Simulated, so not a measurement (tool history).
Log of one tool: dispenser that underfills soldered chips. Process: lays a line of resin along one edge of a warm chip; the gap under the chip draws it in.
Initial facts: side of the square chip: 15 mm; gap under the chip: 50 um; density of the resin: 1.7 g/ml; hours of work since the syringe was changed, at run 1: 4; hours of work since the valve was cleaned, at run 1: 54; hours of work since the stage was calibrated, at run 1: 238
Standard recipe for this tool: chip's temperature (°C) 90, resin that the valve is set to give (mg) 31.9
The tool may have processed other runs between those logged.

| run | hour | chip's temperature (°C) | resin that the valve is set to give (mg) | hours of work since the syringe was changed | hours of work since the valve was cleaned | hours of work since the stage was calibrated | time until the resin shows at the far edge (s) | resin that the valve gave (mg) |
|---|---|---|---|---|---|---|---|---|
| 1 | 0 | 90 | 31.9 | 4 | 54 | 238 | 238.5 | 29.84 |
|  | 10 | new syringe of resin |
| 2 | 12.3 | 90 | 31.9 | 2 | 64 | 248 | 214.7 | 29.78 |
|  | 24.7 | new syringe of resin |
| 3 | 24.7 | 90 | 31.9 | 0 | 73 | 257 | 201.2 | 29.4 |
| 4 | 33.3 | 92 | 31.9 | 7 | 80 | 264 | 241.4 | 29.04 |
|  | 40 | new syringe of resin |
|  | 42 | dispensing valve cleaned and set on the balance |
| 5 | 48.1 | 90 | 27.3 | 6 | 5 | 274 | 255.4 | 27.21 |
|  | 56.6 | new syringe of resin |
| 6 | 56.7 | 95 | 31.9 | 0 | 11 | 281 | 162.4 | 31.46 |
|  | 71.4 | new syringe of resin |
| 7 | 72.6 | 95 | 31.9 | 1 | 24 | 293 | 168.4 | 31.21 |
|  | 86.2 | new syringe of resin |
| 8 | 86.2 | 95 | 31.9 | 0 | 34 | 304 | 161.7 | 30.9 |
| 9 | 97.4 | 90 | 31.9 | 9 | 43 | 312 | 286.1 | 30.8 |
|  | 101.4 | new syringe of resin |
| 10 | 107.5 | 90 | 29.6 | 5 | 50 | 320 | 248.4 | 27.98 |
|  | 117.2 | new syringe of resin |
| 11 | 121.1 | 90 | 29.6 | 3 | 61 | 330 | 230.4 | 28.06 |
|  | 132.6 | new syringe of resin |
| 12 | 137.3 | 90 | 30.2 | 4 | 73 | 343 | 242.2 | 28.04 |
|  | 147.8 | new syringe of resin |
| 13 | 151.3 | 90 | 31.9 | 3 | 84 | 354 | 232.5 | 29.4 |
|  | 154.3 | dispensing valve cleaned and set on the balance |
| 14 | 162.8 | 90 | 34 | 11 | 7 | 362 | 324.9 | 33.72 |
|  | 164.1 | new syringe of resin |
| 15 | 169.6 | 90 | 31.9 | 4 | 12 | 367 | 241 | 31.38 |
| 16 | 177.8 | 90 | 31.9 | 11 | 18 | 373 | 316 | 31.37 |
|  | 179.2 | new syringe of resin |
| 17 | 189.6 | 90 | 31.9 | 8 | 27 | 382 | 289.3 | 31.11 |
|  | 194.1 | new syringe of resin |
| 18 | 202.9 | 90 | 31.9 | 7 | 37 | 393 | 265.4 | 30.69 |
|  | 209.7 | new syringe of resin |
| 19 | 210 | 76 | 31.9 | 0 | 43 | 398 | 360.8 | 30.49 |
|  | 224.3 | new syringe of resin |
| 20 | 224.3 | 100 | 41.3 | 0 | 54 | 409 | 131.5 | 39.17 |
| 21 | 231.5 | 77 | 27.3 | 6 | 59 | 414 | 443.2 | 25.62 |
|  | 239.5 | new syringe of resin |
| 22 | 246.3 | 77 | 27.3 | 5 | 71 | 426 | 451.5 | 25.35 |
|  | 254.5 | new syringe of resin |
| 23 | 256.2 | 83 | 33.5 | 1 | 78 | 433 | 281.5 | 31.14 |
| 24 | 264.2 | 81 | 32.4 | 8 | 84 | 440 | 398.6 | 29.59 |
|  | 267.1 | dispensing valve cleaned and set on the balance |
|  | 271 | new syringe of resin |
| 25 | 272.6 | 93 | 31 | 1 | 4 | 445 | 185.1 | 30.78 |
| 26 | 281.8 | 90 | 29.8 | 8 | 11 | 452 | 287.1 | 29.69 |
|  | 286.3 | new syringe of resin |
| 27 | 290.7 | 90 | 29.8 | 3 | 18 | 459 | 237.1 | 29.45 |
|  | 301.4 | new syringe of resin |
| 28 | 302.4 | 76 | 30.6 | 1 | 27 | 468 | 372 | 29.89 |
| 29 | 312.2 | 76 | 30.6 | 8 | 35 | 476 | 519.5 | 29.57 |
|  | 316.1 | new syringe of resin |
| 30 | 325.5 | 94 | 30.9 | 7 | 45 | 486 | 233.2 | 29.43 |
|  | 331.6 | new syringe of resin |
| 31 | 334.1 | 86 | 36 | 2 | 51 | 492 | 259.4 | 34.41 |
|  | 346.4 | new syringe of resin |
| 32 | 348.5 | 93 | 31.6 | 2 | 62 | 503 | 194.7 | 29.76 |
|  | 361.5 | new syringe of resin |
| 33 | 363.7 | 94 | 33.8 | 2 | 74 | 515 | 189.6 | 31.12 |
| 34 | 374.6 | 94 | 33.8 | 10 | 83 | 524 | 269.9 | 31.22 |
|  | 376.5 | new syringe of resin |
|  | 379.6 | dispensing valve cleaned and set on the balance |
| 35 | 389.9 | 84 | 31.8 | 10 | 8 | 535 | 394 | 31.63 |

Predict each of these 3 candidate next runs independently; none follows another, all start after run 35:
|  | 392.3 | new syringe of resin |
| A | 402.7 | 79 | 35 | 8 | 18 | 544 | ? | ? |
|  | 392.3 | new syringe of resin |
| B | 402.7 | 88 | 35.4 | 8 | 18 | 544 | ? | ? |
|  | 392.3 | new syringe of resin |
| C | 402.7 | 97 | 28.4 | 8 | 18 | 544 | ? | ? |

| run | time until the resin shows at the far edge (s) | resin that the valve gave (mg) |
|---|---|---|
| A | 442.7 | 34.66 |
| B | 308 | 34.88 |
| C | 227 | 27.93 |
Without the tool's unlogged condition, the same runs would have read:
| run | time until the resin shows at the far edge (s) | resin that the valve gave (mg) |
|---|---|---|
| A | 292.8 | 35.23 |
| B | 204.5 | 35.45 |
| C | 151 | 28.39 |
